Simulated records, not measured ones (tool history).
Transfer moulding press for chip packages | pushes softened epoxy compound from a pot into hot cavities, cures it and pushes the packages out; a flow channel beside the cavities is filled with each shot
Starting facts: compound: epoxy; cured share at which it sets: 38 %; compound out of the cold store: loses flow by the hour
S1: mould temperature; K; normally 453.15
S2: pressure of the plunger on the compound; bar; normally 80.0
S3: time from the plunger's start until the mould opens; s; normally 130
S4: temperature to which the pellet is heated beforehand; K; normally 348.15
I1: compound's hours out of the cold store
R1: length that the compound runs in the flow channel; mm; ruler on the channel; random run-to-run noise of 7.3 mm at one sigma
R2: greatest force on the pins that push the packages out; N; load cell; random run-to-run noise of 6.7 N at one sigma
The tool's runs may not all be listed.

run	hour	S1	S2	S3	S4	I1	R1	R2
1	0.0	453.15	80.0	130	348.15	13.0	930	325
2	8.8	453.15	80.0	130	348.15	44.2	802	328
3	15.2	453.15	80.0	130	348.15	21.3	897	336
4	21.4	453.15	80.0	130	348.15	20.6	914	350
5	31.7	453.15	80.0	130	348.15	35.0	860	361
# hour 37.9: cavities cleaned with cleaning compound and waxed
6	40.6	453.15	80.0	130	348.15	12.8	946	287
7	47.8	453.15	80.0	130	345.15	36.7	839	293
8	55.7	453.15	80.0	130	345.15	25.5	885	318
9	62.6	453.15	80.0	130	345.15	28.1	879	334
10	72.4	453.15	80.0	130	345.15	17.4	923	360
11	82.9	453.15	80.0	130	348.15	30.0	858	363
# hour 95.5: cavities cleaned with cleaning compound and waxed
12	99.5	453.15	80.0	130	348.15	45.5	796	278
13	107.4	453.15	80.0	130	348.15	33.0	856	300
14	119.9	453.15	80.0	130	348.15	15.1	939	339
15	129.5	446.15	86.7	168	342.15	24.9	967	351
16	135.6	446.15	86.7	168	342.15	34.0	929	361
17	144.9	453.15	60.7	137	348.15	9.9	816	354
# hour 152.6: cavities cleaned with cleaning compound and waxed
18	160.5	453.15	80.0	134	342.15	19.1	904	304
19	169.2	451.15	69.5	154	348.15	28.4	821	299
20	179.9	453.15	95.1	130	348.15	23.3	960	338
21	192.0	453.15	95.1	130	348.15	28.8	939	349
22	200.3	446.15	61.9	140	348.15	30.1	791	475
23	207.0	454.15	85.0	116	348.15	40.6	830	405
# hour 210.0: cavities cleaned with cleaning compound and waxed
24	216.3	460.15	76.7	147	348.15	25.4	819	271
25	227.1	448.15	62.7	112	356.15	8.3	876	587
26	240.1	453.15	93.7	166	342.15	28.4	919	312
27	250.5	453.15	80.0	136	340.15	21.0	872	335
28	262.5	454.15	80.0	136	355.15	26.8	864	367

For some of the steps in R1 from one run to the next: how much would appear even if the tool had no hidden state, given the settings, what came in and random variation, and how much remains for the hidden state plus any gauge scatter that the measured result and the result without hidden state don't share?
Hidden conditions of the tool in this case: true mould temperature over the reading, C; pressure that reaches the compound, % of what is set; grip of the stained cavities, % over clean ones'; drift of the gauge itself on flow_mm, %; drift of the gauge itself on push_out_n, %.
Run 19 -> 20: S1 451.15 -> 453.15, S2 69.5 -> 95.1, S3 154 -> 130. R1 +139 mm: hidden state -8, all else +147.
Run 21 -> 22: S1 453.15 -> 446.15, S2 95.1 -> 61.9, S3 130 -> 140. R1 -148 mm: hidden state +7, all else -155.

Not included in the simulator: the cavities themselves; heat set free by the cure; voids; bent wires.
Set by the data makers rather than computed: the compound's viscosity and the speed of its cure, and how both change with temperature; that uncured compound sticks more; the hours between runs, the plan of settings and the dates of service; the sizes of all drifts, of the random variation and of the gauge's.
